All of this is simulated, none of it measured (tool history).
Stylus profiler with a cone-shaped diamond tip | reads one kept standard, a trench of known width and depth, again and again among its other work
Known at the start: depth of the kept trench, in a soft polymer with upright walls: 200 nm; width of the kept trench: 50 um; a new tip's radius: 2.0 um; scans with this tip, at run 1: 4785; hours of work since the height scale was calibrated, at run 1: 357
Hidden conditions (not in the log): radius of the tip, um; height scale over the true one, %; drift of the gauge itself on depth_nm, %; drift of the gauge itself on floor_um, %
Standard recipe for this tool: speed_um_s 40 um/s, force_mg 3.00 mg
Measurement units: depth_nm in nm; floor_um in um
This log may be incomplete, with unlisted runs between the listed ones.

run,hour,speed_um_s,force_mg,scans with this tip,hours of work since the height scale was calibrated,depth_nm,floor_um
1,0.0,40,3.00,4785,357,201.62,47.95
2,28.4,40,3.00,5063,378,201.73,47.94
3,72.7,40,1.55,5499,411,201.15,47.93
4,118.4,40,1.55,5947,444,201.21,47.92
5,153.5,40,1.55,6292,470,201.21,47.88
6,193.9,40,1.55,6689,500,201.19,47.86
7,222.1,40,3.00,6966,520,201.74,47.88
8,255.4,40,3.00,7293,545,201.80,47.90
9,288.8,40,7.90,7622,569,203.12,47.87
10,329.8,40,7.90,8024,599,203.26,47.89
11,371.3,73,3.00,8432,630,201.64,47.74
12,411.4,40,3.00,8826,659,201.78,47.79
13,440.3,40,4.01,9110,680,202.25,47.82
14,462.7,40,4.01,9330,697,202.19,47.78
15,503.3,40,4.01,9728,726,202.13,47.76
16,534.1,40,4.01,10031,749,202.03,47.79
17,583.1,40,4.01,10512,785,202.30,47.79
18,623.7,40,3.00,10911,815,201.74,47.78
19,660.0,40,3.00,11268,841,201.84,47.65
20,687.2,40,3.00,11534,861,201.83,47.75
21,709.7,40,3.00,11756,878,202.00,47.67
22,730.8,40,3.00,11963,893,202.00,47.72
23,756.0,40,3.00,12210,912,201.97,47.68
24,800.6,40,3.00,12649,945,201.96,47.71
25,834.7,54,6.72,12983,970,202.90,47.74
26,871.8,14,1.46,13348,997,201.26,47.71
# hour 875.2: height scale calibrated on a step standard
27,908.9,44,1.87,13707,25,201.70,47.65
28,954.7,69,1.06,14157,58,201.32,47.44
# hour 970.7: height scale calibrated on a step standard, once more
29,1000.0,23,8.20,14597,21,203.06,47.63
30,1024.1,21,5.64,14834,39,202.28,47.73
31,1061.0,33,1.78,15197,66,201.10,47.56
32,1099.1,21,1.03,15571,94,200.69,47.58
33,1142.1,10,6.94,15993,126,202.77,47.60
34,1162.4,10,6.94,16192,141,202.68,47.63
35,1189.3,10,6.94,16457,160,202.64,47.66
36,1212.5,65,1.33,16684,177,200.89,47.46
37,1252.6,46,4.33,17078,207,201.95,47.58
38,1283.4,35,1.15,17381,229,200.93,47.47
39,1321.6,48,1.15,17757,257,201.04,47.48
40,1357.2,32,1.01,18106,283,200.98,47.46
41,1393.0,32,1.01,18458,310,200.95,47.45
42,1426.8,32,2.25,18790,335,201.31,47.50
43,1466.5,110,2.14,19180,364,201.29,47.32
44,1500.4,10,4.62,19513,389,202.20,47.53
45,1523.8,16,3.65,19742,406,201.85,47.51
46,1567.0,78,3.00,20166,437,201.64,47.36

Hidden state or all else? Some run-to-run changes of depth_nm, split into what the settings, what came in and random variation would give without the hidden state, and what is left for the hidden state (with any gauge scatter that isn't in both results):
Run 2 -> 3: force_mg 3.00 -> 1.55. depth_nm -0.58 nm: hidden state +0.02, all else -0.60.
Run 26 -> 27: speed_um_s 14 -> 44, force_mg 1.46 -> 1.87, height scale calibrated on a step standard. depth_nm +0.44 nm: hidden state +0.22, all else +0.22.
Run 28 -> 29: speed_um_s 69 -> 23, force_mg 1.06 -> 8.20, height scale calibrated on a step standard, once more. depth_nm +1.74 nm: hidden state -0.71, all else +2.45.
Run 32 -> 33: speed_um_s 21 -> 10, force_mg 1.03 -> 6.94. depth_nm +2.08 nm: hidden state +0.01, all else +2.07.
Run 35 -> 36: speed_um_s 10 -> 65, force_mg 6.94 -> 1.33. depth_nm -1.75 nm: hidden state +0.01, all else -1.76.
